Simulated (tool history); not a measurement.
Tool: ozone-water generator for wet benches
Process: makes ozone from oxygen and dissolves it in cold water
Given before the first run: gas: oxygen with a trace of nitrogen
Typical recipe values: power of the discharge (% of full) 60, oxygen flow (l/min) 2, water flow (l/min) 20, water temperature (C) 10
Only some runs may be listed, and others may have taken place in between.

run	day	power of the discharge (% of full)	oxygen flow (l/min)	water flow (l/min)	water temperature (C)	dissolved ozone (ppm)	ozone in the gas ahead of the water (g/m3)
1	0	60	2	20	10	11.5	184.3
2	4.879	60	2	20	10	11.4	183.9
3	11.162	60	2	20	10	11.5	185
4	19.212	60	2	20	10	11.7	183.3
5	26.496	60	2	20	10	11.4	183.5
6	30.171	60	2	20	10	11.5	182.5
7	35.871	41	2	20	10	8.3	132.9
8	41.362	41	2	20	10	8.4	134.4
9	49.725	41	2	20	10	8.3	133.5
10	56.504	60	2	20	10	11.2	179.6
11	63.304	60	2	20	10	11.2	181.1
12	69.671	60	2	20	10	11	178.3
13	74.917	60	2	20	10	11	179.3
14	81.275	60	2	20	10	11.3	179.9
15	89.275	60	3.58	20	10	13.2	135.9
16	93.321	60	2	20	6	11.3	178.5
17	99.983	64	2	20	10	11.5	185.1
18	108.242	43	2	23	10	7.1	136.1
19	112.371	61	3.19	23	8	10.9	143.7
20	118.696	50	2.34	25	16	7.5	141.3
21	124.55	50	1.04	25	16	5.5	205.7
22	130.142	50	1.04	25	16	5.5	203.1
23	138.296	96	2	23	10	13.2	253.9
24	144.929	87	2	14	10	20.4	232.1
# day 145.6: contactor cleaned
25	152.479	91	1	26	10	8.6	325.9
26	158.129	62	2	17	14	13	173.7
27	162.7	54	1.35	28	8	6	189.1
# day 166.1: water thermometer calibrated
28	168.483	60	2	18	7	12.4	172.4
29	176.179	67	1.05	22	6	8.4	249.9
30	183.204	42	1.07	20	6	6.8	173

Estimate the outcome of run 31 from the log above:
31	189.625	62	3.09	20	6	?	?

Run 31 produced dissolved ozone (ppm) 13.3, ozone in the gas ahead of the water (g/m3) 144.5.
Had the tool carried no hidden state, the very same run would have given dissolved ozone (ppm) 14.8, ozone in the gas ahead of the water (g/m3) 159.2.
